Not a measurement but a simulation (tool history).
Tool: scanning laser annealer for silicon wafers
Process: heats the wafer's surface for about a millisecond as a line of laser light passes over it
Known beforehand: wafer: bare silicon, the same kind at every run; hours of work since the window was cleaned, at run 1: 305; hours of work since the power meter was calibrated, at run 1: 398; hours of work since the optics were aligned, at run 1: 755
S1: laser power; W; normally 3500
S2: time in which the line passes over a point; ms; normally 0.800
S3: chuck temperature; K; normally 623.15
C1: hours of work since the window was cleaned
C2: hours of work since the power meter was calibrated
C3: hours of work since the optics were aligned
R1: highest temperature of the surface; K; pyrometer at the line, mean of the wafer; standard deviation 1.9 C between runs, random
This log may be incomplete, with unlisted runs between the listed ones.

{"run": 1, "day": 0.0, "S1": 3500, "S2": 0.8, "S3": 623.15, "C1": 305, "C2": 398, "C3": 755, "R1": 1385.15}
{"run": 2, "day": 0.696, "S1": 3500, "S2": 0.8, "S3": 623.15, "C1": 315, "C2": 408, "C3": 765, "R1": 1388.15}
{"run": 3, "day": 2.129, "S1": 3500, "S2": 0.8, "S3": 623.15, "C1": 336, "C2": 428, "C3": 785, "R1": 1389.15}
{"run": 4, "day": 3.708, "S1": 3500, "S2": 0.8, "S3": 623.15, "C1": 359, "C2": 451, "C3": 808, "R1": 1386.15}
{"run": 5, "day": 5.008, "S1": 3500, "S2": 0.8, "S3": 623.15, "C1": 377, "C2": 469, "C3": 827, "R1": 1387.15}
{"run": 6, "day": 6.721, "S1": 3500, "S2": 0.8, "S3": 623.15, "C1": 402, "C2": 494, "C3": 851, "R1": 1388.15}
{"day": 7.508, "done": "window over the wafer cleaned"}
{"run": 7, "day": 8.462, "S1": 3500, "S2": 0.8, "S3": 638.15, "C1": 14, "C2": 518, "C3": 875, "R1": 1404.15}
{"run": 8, "day": 9.838, "S1": 3500, "S2": 0.8, "S3": 638.15, "C1": 33, "C2": 537, "C3": 895, "R1": 1406.15}
{"run": 9, "day": 10.625, "S1": 3500, "S2": 0.8, "S3": 638.15, "C1": 45, "C2": 549, "C3": 906, "R1": 1403.15}
{"run": 10, "day": 11.525, "S1": 3500, "S2": 0.8, "S3": 638.15, "C1": 58, "C2": 562, "C3": 919, "R1": 1407.15}
{"run": 11, "day": 13.238, "S1": 3500, "S2": 0.8, "S3": 638.15, "C1": 82, "C2": 586, "C3": 944, "R1": 1406.15}
{"run": 12, "day": 14.85, "S1": 3412, "S2": 0.8, "S3": 623.15, "C1": 105, "C2": 609, "C3": 967, "R1": 1363.15}
{"run": 13, "day": 16.004, "S1": 3412, "S2": 0.8, "S3": 623.15, "C1": 122, "C2": 626, "C3": 983, "R1": 1366.15}
{"run": 14, "day": 17.146, "S1": 3500, "S2": 0.8, "S3": 623.15, "C1": 138, "C2": 642, "C3": 1000, "R1": 1388.15}
{"day": 17.446, "done": "optics aligned, line set to its width"}
{"run": 15, "day": 18.229, "S1": 3537, "S2": 0.855, "S3": 605.15, "C1": 151, "C2": 655, "C3": 11, "R1": 1404.15}
{"run": 16, "day": 19.283, "S1": 3537, "S2": 0.855, "S3": 605.15, "C1": 166, "C2": 670, "C3": 26, "R1": 1407.15}
{"run": 17, "day": 20.117, "S1": 3500, "S2": 0.882, "S3": 623.15, "C1": 178, "C2": 682, "C3": 38, "R1": 1426.15}
{"run": 18, "day": 21.283, "S1": 2989, "S2": 0.692, "S3": 623.15, "C1": 195, "C2": 699, "C3": 55, "R1": 1209.15}
{"run": 19, "day": 21.988, "S1": 3500, "S2": 0.933, "S3": 623.15, "C1": 205, "C2": 709, "C3": 65, "R1": 1448.15}

What will run 20 give?
{"run": 20, "day": 23.708, "S1": 3500, "S2": 0.602, "S3": 647.15, "C1": 229, "C2": 734, "C3": 90, "R1": "?"}

{"run 20": {"R1": 1318.15}}
Had the tool carried no hidden state, the very same run would have given R1 1318.15 K.

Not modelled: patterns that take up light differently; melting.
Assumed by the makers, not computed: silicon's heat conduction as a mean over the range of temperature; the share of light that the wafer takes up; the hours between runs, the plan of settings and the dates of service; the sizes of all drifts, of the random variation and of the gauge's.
